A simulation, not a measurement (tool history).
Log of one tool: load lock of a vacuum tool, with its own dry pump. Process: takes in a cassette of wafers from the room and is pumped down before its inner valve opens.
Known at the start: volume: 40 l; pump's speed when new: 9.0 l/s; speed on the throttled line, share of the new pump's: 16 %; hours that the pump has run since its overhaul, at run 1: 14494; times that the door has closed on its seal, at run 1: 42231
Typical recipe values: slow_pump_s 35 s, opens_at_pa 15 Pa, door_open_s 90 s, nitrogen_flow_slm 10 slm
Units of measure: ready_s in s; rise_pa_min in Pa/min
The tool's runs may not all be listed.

run	hour	slow_pump_s	opens_at_pa	door_open_s	nitrogen_flow_slm	hours that the pump has run since its overhaul	times that the door has closed on its seal	incoming humidity of the room's air, %	ready_s	rise_pa_min
1	0.0	35	15	90	10	14494	42231	45.2	74.6	0.347
2	312.4	35	15	90	10	14806	43665	44.3	74.1	0.357
3	657.6	35	15	90	10	15151	45250	45.4	75.1	0.385
4	925.7	35	15	91	10	15420	46481	42.4	74.3	0.406
5	1191.0	35	15	91	10	15685	47699	44.3	74.2	0.406
6	1414.9	35	15	91	10	15909	48727	43.1	75.5	0.416
7	1625.5	59	15	91	10	16119	49693	44.7	94.8	0.438
8	1890.6	30	15	91	10	16385	50911	46.5	71.3	0.450
9	2059.1	29	15	90	10	16553	51684	45.2	69.9	0.463
10	2225.6	41	15	90	10	16720	52449	44.6	79.9	0.476
11	2554.4	67	17	103	8	17048	53958	42.9	100.6	0.505
# hour 2603.4: door's seal changed, seat wiped
12	2957.9	35	23	130	4	17450	1627	45.4	72.5	0.078
13	3210.5	28	23	41	30	17703	2787	39.2	67.9	0.028
14	3597.8	48	21	51	10	18090	4565	44.2	84.2	0.055

The next listed run, before its measurement:
15	3956.8	27	21	40	9	18449	6213	46.8	?	?

{"run 15": {"ready_s": 67.3, "rise_pa_min": 0.062}}
Without the tool's hidden state the same run would have given ready_s 60.0 s, rise_pa_min 0.043 Pa/min.
